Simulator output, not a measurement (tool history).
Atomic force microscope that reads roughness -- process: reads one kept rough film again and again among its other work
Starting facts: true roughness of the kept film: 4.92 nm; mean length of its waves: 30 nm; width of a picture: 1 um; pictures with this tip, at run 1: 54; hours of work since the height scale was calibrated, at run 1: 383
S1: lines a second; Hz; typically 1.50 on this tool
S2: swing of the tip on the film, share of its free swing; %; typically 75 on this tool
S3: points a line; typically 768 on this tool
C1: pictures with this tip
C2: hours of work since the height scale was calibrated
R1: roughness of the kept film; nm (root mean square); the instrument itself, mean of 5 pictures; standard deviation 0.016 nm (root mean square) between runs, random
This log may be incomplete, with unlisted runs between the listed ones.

run 1 hour=0.0 | S1=1.50 S2=75 S3=768 | C1=54 C2=383 | R1=3.611
run 2 hour=38.3 | S1=1.50 S2=75 S3=768 | C1=114 C2=401 | R1=3.304
run 3 hour=65.0 | S1=2.74 S2=75 S3=768 | C1=155 C2=414 | R1=2.892
-- hour=88.6 new tip fitted
run 4 hour=94.5 | S1=1.50 S2=75 S3=768 | C1=10 C2=428 | R1=3.821
run 5 hour=122.3 | S1=1.50 S2=75 S3=768 | C1=53 C2=441 | R1=3.566
run 6 hour=161.5 | S1=1.50 S2=75 S3=768 | C1=114 C2=459 | R1=3.296
run 7 hour=205.0 | S1=1.50 S2=75 S3=488 | C1=181 C2=479 | R1=2.961
-- hour=209.0 new tip fitted
run 8 hour=230.0 | S1=1.50 S2=75 S3=488 | C1=32 C2=491 | R1=3.616
run 9 hour=268.4 | S1=1.50 S2=75 S3=488 | C1=92 C2=509 | R1=3.292
run 10 hour=307.1 | S1=1.24 S2=75 S3=488 | C1=152 C2=527 | R1=3.099
-- hour=330.8 new tip fitted
run 11 hour=344.7 | S1=1.50 S2=75 S3=768 | C1=22 C2=544 | R1=3.728
run 12 hour=378.4 | S1=0.51 S2=75 S3=768 | C1=74 C2=560 | R1=3.701
run 13 hour=414.9 | S1=0.51 S2=75 S3=768 | C1=131 C2=577 | R1=3.412
run 14 hour=448.0 | S1=0.51 S2=75 S3=768 | C1=183 C2=593 | R1=3.191
-- hour=454.4 new tip fitted
run 15 hour=484.0 | S1=1.50 S2=88 S3=768 | C1=46 C2=610 | R1=3.320
run 16 hour=517.1 | S1=1.50 S2=75 S3=768 | C1=97 C2=625 | R1=3.317
run 17 hour=546.1 | S1=1.50 S2=75 S3=768 | C1=142 C2=639 | R1=3.116
-- hour=575.9 new tip fitted
run 18 hour=584.1 | S1=1.50 S2=75 S3=768 | C1=13 C2=656 | R1=3.685
run 19 hour=626.2 | S1=1.50 S2=75 S3=768 | C1=78 C2=676 | R1=3.341
run 20 hour=655.0 | S1=1.50 S2=75 S3=768 | C1=123 C2=690 | R1=3.142
-- hour=696.4 new tip fitted
run 21 hour=696.4 | S1=1.50 S2=75 S3=768 | C1=0 C2=709 | R1=3.889
run 22 hour=732.0 | S1=1.50 S2=75 S3=768 | C1=55 C2=726 | R1=3.548
run 23 hour=760.9 | S1=1.50 S2=75 S3=768 | C1=100 C2=739 | R1=3.335
run 24 hour=788.2 | S1=1.50 S2=70 S3=768 | C1=142 C2=752 | R1=3.242
-- hour=820.9 new tip fitted
run 25 hour=832.6 | S1=1.50 S2=70 S3=437 | C1=18 C2=773 | R1=3.847
run 26 hour=874.7 | S1=1.40 S2=70 S3=280 | C1=83 C2=792 | R1=3.517
run 27 hour=909.0 | S1=1.54 S2=75 S3=929 | C1=136 C2=809 | R1=3.186
run 28 hour=935.9 | S1=1.54 S2=75 S3=929 | C1=178 C2=821 | R1=3.046
-- hour=941.7 new tip fitted
run 29 hour=977.7 | S1=1.54 S2=75 S3=929 | C1=56 C2=841 | R1=3.589
run 30 hour=997.6 | S1=0.79 S2=76 S3=348 | C1=87 C2=850 | R1=3.482
run 31 hour=1023.9 | S1=2.43 S2=68 S3=276 | C1=127 C2=862 | R1=3.101
run 32 hour=1054.5 | S1=2.43 S2=55 S3=438 | C1=175 C2=877 | R1=3.134
-- hour=1063.0 new tip fitted
run 33 hour=1089.8 | S1=1.63 S2=59 S3=438 | C1=42 C2=893 | R1=3.829
run 34 hour=1128.3 | S1=1.98 S2=59 S3=805 | C1=102 C2=911 | R1=3.463
run 35 hour=1155.6 | S1=2.57 S2=75 S3=768 | C1=145 C2=924 | R1=2.933
-- hour=1184.7 new tip fitted
run 36 hour=1196.7 | S1=2.57 S2=75 S3=768 | C1=19 C2=943 | R1=3.489
run 37 hour=1219.6 | S1=2.57 S2=75 S3=768 | C1=54 C2=954 | R1=3.308
run 38 hour=1243.9 | S1=2.57 S2=75 S3=768 | C1=92 C2=965 | R1=3.106
run 39 hour=1271.8 | S1=1.50 S2=74 S3=956 | C1=135 C2=978 | R1=3.138
run 40 hour=1295.3 | S1=1.50 S2=74 S3=956 | C1=172 C2=989 | R1=2.973
-- hour=1308.0 new tip fitted
run 41 hour=1337.5 | S1=1.50 S2=74 S3=956 | C1=46 C2=1009 | R1=3.570
run 42 hour=1360.3 | S1=2.15 S2=88 S3=260 | C1=81 C2=1020 | R1=2.890
run 43 hour=1383.2 | S1=1.50 S2=75 S3=743 | C1=117 C2=1030 | R1=3.200
run 44 hour=1404.3 | S1=1.50 S2=75 S3=743 | C1=150 C2=1040 | R1=3.097
-- hour=1429.0 new tip fitted
run 45 hour=1435.3 | S1=1.50 S2=75 S3=743 | C1=10 C2=1054 | R1=3.849
run 46 hour=1476.6 | S1=0.92 S2=75 S3=319 | C1=74 C2=1074 | R1=3.618
run 47 hour=1504.7 | S1=1.50 S2=75 S3=488 | C1=118 C2=1087 | R1=3.254
run 48 hour=1538.2 | S1=1.03 S2=61 S3=768 | C1=170 C2=1103 | R1=3.235
-- hour=1551.6 new tip fitted
run 49 hour=1575.1 | S1=0.68 S2=60 S3=355 | C1=37 C2=1120 | R1=3.950
run 50 hour=1594.1 | S1=2.32 S2=86 S3=768 | C1=66 C2=1129 | R1=3.028

Each run again, without the hidden state but with its own random variation kept:
The hidden state here: radius of the tip, nm; height scale over the true one, %; drift of the gauge itself on roughness_nm, %.
run=1 R1=3.869
run=2 R1=3.869
run=3 R1=3.580
run=4 R1=3.879
run=5 R1=3.886
run=6 R1=3.906
run=7 R1=3.826
run=8 R1=3.845
run=9 R1=3.847
run=10 R1=3.920
run=11 R1=3.863
run=12 R1=4.137
run=13 R1=4.119
run=14 R1=4.121
run=15 R1=3.607
run=16 R1=3.886
run=17 R1=3.863
run=18 R1=3.867
run=19 R1=3.884
run=20 R1=3.891
run=21 R1=3.870
run=22 R1=3.865
run=23 R1=3.862
run=24 R1=3.977
run=25 R1=3.932
run=26 R1=3.960
run=27 R1=3.866
run=28 R1=3.894
run=29 R1=3.905
run=30 R1=3.994
run=31 R1=3.783
run=32 R1=4.055
run=33 R1=4.084
run=34 R1=4.033
run=35 R1=3.639
run=36 R1=3.645
run=37 R1=3.657
run=38 R1=3.630
run=39 R1=3.895
run=40 R1=3.877
run=41 R1=3.871
run=42 R1=3.306
run=43 R1=3.862
run=44 R1=3.898
run=45 R1=3.892
run=46 R1=4.019
run=47 R1=3.863
run=48 R1=4.136
run=49 R1=4.186
run=50 R1=3.358

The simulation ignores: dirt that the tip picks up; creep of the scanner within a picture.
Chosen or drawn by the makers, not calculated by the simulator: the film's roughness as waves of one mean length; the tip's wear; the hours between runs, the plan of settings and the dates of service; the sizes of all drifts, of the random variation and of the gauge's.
